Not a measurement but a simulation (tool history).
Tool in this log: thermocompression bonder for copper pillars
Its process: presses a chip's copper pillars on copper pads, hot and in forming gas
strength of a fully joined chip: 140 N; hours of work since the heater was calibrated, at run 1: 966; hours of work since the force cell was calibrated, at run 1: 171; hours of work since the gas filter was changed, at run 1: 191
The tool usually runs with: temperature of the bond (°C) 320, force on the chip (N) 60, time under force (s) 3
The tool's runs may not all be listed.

run,hour,temperature of the bond (°C),force on the chip (N),time under force (s),hours of work since the heater was calibrated,hours of work since the force cell was calibrated,hours of work since the gas filter was changed,force that shears a chip off (N)
1,0,320,60,3,966,171,191,49
2,6.4,320,60,3,970,176,196,50.3
3,15.5,320,60,3,977,182,202,48.8
4,25.9,320,60,3,984,189,209,49
5,31.5,336,60,3,987,193,213,58
6,36.9,347,60,3,991,196,217,63
7,42,347,60,3,995,200,220,63.1
8,52.4,347,60,3,1002,207,227,62.1
9,62,320,60,3,1008,213,234,49.4
10,70.4,320,60,3,1014,219,239,50.1
11,81.1,320,60,3,1021,226,247,48.3
12,89.9,320,69,3,1027,232,253,54.8
13,98.3,320,60,5,1033,238,258,58.2
14,104.5,320,60,4,1037,242,262,55.4
15,114.7,320,90,3,1044,249,269,68.1
16,120.4,296,60,3,1048,253,273,38.6
17,128.2,320,60,3,1053,258,279,47.6
18,135.5,320,60,3,1058,263,284,48.9
19,142,320,60,3,1063,268,288,48.1
20,152.1,310,60,3,1069,275,295,44.1
21,160.6,310,60,3,1075,281,301,43.9
22,166.7,316,60,3,1079,285,305,45
23,177.4,312,60,6,1087,292,312,56.2
24,185.7,312,60,6,1092,298,318,56.7
# hour 187.8: force cell calibrated
25,194.1,312,60,6,1097,4,322,57
26,200.1,312,39,3,1101,8,327,28.8
27,209.8,306,76,9,1108,15,333,72.6
# hour 218.4: force cell calibrated, once more
28,221.1,321,62,4,1114,2,340,53.8
29,227.5,304,37,8,1119,6,344,36.1
30,232.7,294,61,7,1122,10,348,49
# hour 233.8: forming gas filter changed
31,240.7,320,37,3,1127,15,5,32.1
32,250.5,340,37,3,1134,21,11,39.7
33,259.7,340,37,3,1140,28,18,39
34,266.9,340,37,3,1145,33,22,39.1
35,274.6,312,55,3,1150,38,28,42.8
36,285.5,320,50,6,1158,45,35,56.4
37,292.3,320,50,6,1162,50,40,56.1
38,298.9,345,60,3,1167,54,44,62.3
39,309.7,345,60,3,1174,62,52,61.7

Per-run results on a tool with no hidden state, each run keeping its own random variation:
Hidden conditions of the tool in this case: true temperature of the bond over the reading, C; force that reaches the chip, % of what is set; oxide that the forming gas leaves, % of the face; drift of the gauge itself on shear_n, %.
run,force that shears a chip off (N)
1,54.1
2,55.6
3,54.2
4,54.4
5,64.2
6,69.7
7,69.8
8,68.8
9,55.5
10,56.3
11,54.4
12,61.8
13,65.7
14,62.6
15,76.9
16,44.1
17,54.3
18,55.8
19,55
20,50.6
21,50.6
22,51.8
23,64.8
24,65.5
25,65.7
26,33.5
27,83.6
28,63.5
29,43.4
30,58.7
31,34.4
32,42.4
33,41.8
34,41.9
35,46.2
36,60.6
37,60.3
38,66.7
39,66.1

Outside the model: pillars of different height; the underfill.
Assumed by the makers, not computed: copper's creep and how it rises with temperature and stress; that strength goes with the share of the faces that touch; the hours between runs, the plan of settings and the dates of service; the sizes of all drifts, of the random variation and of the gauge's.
